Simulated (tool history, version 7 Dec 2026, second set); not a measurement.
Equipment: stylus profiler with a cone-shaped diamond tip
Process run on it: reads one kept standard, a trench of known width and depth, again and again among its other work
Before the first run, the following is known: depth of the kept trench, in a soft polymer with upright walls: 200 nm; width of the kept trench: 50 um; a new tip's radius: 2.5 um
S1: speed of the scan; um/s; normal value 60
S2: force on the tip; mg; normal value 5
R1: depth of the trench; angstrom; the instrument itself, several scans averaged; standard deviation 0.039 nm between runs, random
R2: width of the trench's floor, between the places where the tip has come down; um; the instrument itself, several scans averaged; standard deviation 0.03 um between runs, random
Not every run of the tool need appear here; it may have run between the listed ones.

| run | day | S1 | S2 | R1 | R2 |
|---|---|---|---|---|---|
| 1 | 0 | 60 | 5 | 2032.1 | 47.42 |
| 2 | 0.967 | 60 | 5 | 2032.2 | 47.44 |
| 3 | 2.988 | 29 | 5 | 2032.3 | 47.53 |
| 4 | 4.3 | 60 | 14.38 | 2067.2 | 47.44 |
| 5 | 6.354 | 60 | 4.23 | 2028.2 | 47.29 |
| 6 | 8.146 | 60 | 2.23 | 2017.6 | 47.25 |
| 7 | 9.15 | 60 | 5 | 2031.1 | 47.26 |
| 8 | 10.575 | 60 | 9.07 | 2047.3 | 47.31 |
| 9 | 12.496 | 74 | 6.62 | 2037.9 | 47.23 |
| 10 | 13.892 | 74 | 6.62 | 2038.1 | 47.24 |
| 11 | 15.554 | 27 | 7.84 | 2042.7 | 47.33 |
| 12 | 16.746 | 19 | 9.38 | 2048.8 | 47.34 |
| 13 | 18.55 | 233 | 8.53 | 2045.2 | 46.78 |
| 14 | 19.558 | 233 | 8.53 | 2045.3 | 46.77 |

Subtracting, for every run, the result it would have given without the tool's unlogged condition from the measured result gives the following. The same run-to-run variation enters both numbers; the gauge's scatter may not:
Unlogged tool condition in this case: radius of the tip, um; height scale over the true one, %; drift of the gauge itself on depth_nm, %; drift of the gauge itself on floor_um, %.
| run | R1 | R2 |
|---|---|---|
| 1 | -2.5 | -0.38 |
| 2 | -2.6 | -0.4 |
| 3 | -2.8 | -0.43 |
| 4 | -3 | -0.46 |
| 5 | -3 | -0.49 |
| 6 | -3.2 | -0.51 |
| 7 | -3.3 | -0.53 |
| 8 | -3.5 | -0.56 |
| 9 | -3.7 | -0.59 |
| 10 | -3.7 | -0.61 |
| 11 | -4 | -0.64 |
| 12 | -4.1 | -0.66 |
| 13 | -4.2 | -0.69 |
| 14 | -4.4 | -0.71 |
